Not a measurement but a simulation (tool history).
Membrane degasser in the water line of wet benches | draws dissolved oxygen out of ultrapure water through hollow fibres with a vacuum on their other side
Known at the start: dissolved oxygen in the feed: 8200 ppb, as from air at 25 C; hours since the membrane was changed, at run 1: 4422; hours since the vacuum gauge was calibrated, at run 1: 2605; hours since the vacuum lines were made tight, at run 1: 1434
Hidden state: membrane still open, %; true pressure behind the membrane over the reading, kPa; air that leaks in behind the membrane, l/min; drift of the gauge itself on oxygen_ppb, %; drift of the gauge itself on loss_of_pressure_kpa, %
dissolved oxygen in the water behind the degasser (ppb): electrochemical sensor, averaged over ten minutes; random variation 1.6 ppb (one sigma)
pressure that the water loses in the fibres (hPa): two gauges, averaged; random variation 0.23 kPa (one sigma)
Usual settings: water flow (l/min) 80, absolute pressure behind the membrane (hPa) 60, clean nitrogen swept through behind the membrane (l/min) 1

| run | hour | water flow (l/min) | absolute pressure behind the membrane (hPa) | clean nitrogen swept through behind the membrane (l/min) | hours since the membrane was changed | hours since the vacuum gauge was calibrated | hours since the vacuum lines were made tight | dissolved oxygen in the water behind the degasser (ppb) | pressure that the water loses in the fibres (hPa) |
|---|---|---|---|---|---|---|---|---|---|
| 1 | 0 | 80 | 60 | 1 | 4422 | 2605 | 1434 | 387 | 611.5 |
| 2 | 64.1 | 80 | 60 | 1 | 4486 | 2670 | 1498 | 387.1 | 608.1 |
| 3 | 140.1 | 80 | 60 | 1 | 4562 | 2746 | 1574 | 384.2 | 611.9 |
| 4 | 213.3 | 80 | 60 | 1 | 4635 | 2819 | 1647 | 386.6 | 616.1 |
| 5 | 261.6 | 80 | 60 | 0.91 | 4684 | 2867 | 1695 | 407.4 | 610.7 |
| 6 | 312.9 | 80 | 60 | 1 | 4735 | 2918 | 1746 | 384.2 | 610.6 |
| 7 | 395.1 | 80 | 60 | 1 | 4817 | 3001 | 1829 | 387.2 | 612.7 |
| 8 | 490 | 80 | 60 | 1 | 4912 | 3096 | 1924 | 387 | 610.5 |
| 9 | 540.7 | 80 | 60 | 1 | 4963 | 3146 | 1974 | 382.8 | 613.5 |
| 10 | 648 | 80 | 60 | 1 | 5070 | 3253 | 2082 | 388.1 | 610.5 |
| 11 | 748.6 | 80 | 60 | 0.56 | 5171 | 3354 | 2182 | 532.9 | 611.2 |
| 12 | 833.7 | 80 | 60 | 1 | 5256 | 3439 | 2267 | 386.9 | 611.1 |
| 13 | 890.1 | 80 | 60 | 1 | 5312 | 3496 | 2324 | 386 | 610.2 |
| 14 | 942.7 | 80 | 60 | 1 | 5365 | 3548 | 2376 | 384.1 | 613.8 |
| 15 | 993.8 | 80 | 60 | 1 | 5416 | 3599 | 2427 | 385.1 | 608.4 |
| 16 | 1059 | 80 | 100.3 | 0.52 | 5481 | 3664 | 2493 | 1240.8 | 607 |
| 17 | 1107.4 | 80 | 60 | 0.7 | 5529 | 3713 | 2541 | 475.1 | 609 |
| 18 | 1220.8 | 80 | 60 | 0.7 | 5643 | 3826 | 2654 | 471.8 | 611 |
|  | 1257.4 | vacuum gauge calibrated |
| 19 | 1295 | 80 | 60 | 0.7 | 5717 | 38 | 2728 | 471.8 | 613.4 |
| 20 | 1346.9 | 79 | 94 | 0.7 | 5768 | 89 | 2780 | 974.3 | 605.3 |
| 21 | 1445.5 | 93 | 40.7 | 1.99 | 5867 | 188 | 2879 | 117.9 | 709.2 |
| 22 | 1537.4 | 77 | 60 | 2.95 | 5959 | 280 | 2971 | 174.9 | 589.6 |
| 23 | 1640.3 | 58 | 128.3 | 0.79 | 6062 | 383 | 3073 | 1097.9 | 445.1 |
| 24 | 1715.3 | 58 | 128.3 | 0.79 | 6137 | 458 | 3148 | 1099.4 | 445.3 |
| 25 | 1783.4 | 58 | 128.3 | 0.79 | 6205 | 526 | 3217 | 1098.3 | 444.9 |
| 26 | 1858.1 | 58 | 128.3 | 0.57 | 6280 | 601 | 3291 | 1344.3 | 441.4 |
| 27 | 1943.1 | 58 | 128.3 | 0.57 | 6365 | 686 | 3376 | 1341.5 | 439.5 |

The next listed run, before its measurement:
| 28 | 2025.9 | 58 | 128.3 | 0.57 | 6447 | 768 | 3459 | ? | ? |

Run 28 gave dissolved oxygen in the water behind the degasser (ppb) 1345.9, pressure that the water loses in the fibres (hPa) 445.3.
Without the tool's hidden state the same run would have given dissolved oxygen in the water behind the degasser (ppb) 1345.9, pressure that the water loses in the fibres (hPa) 445.2.
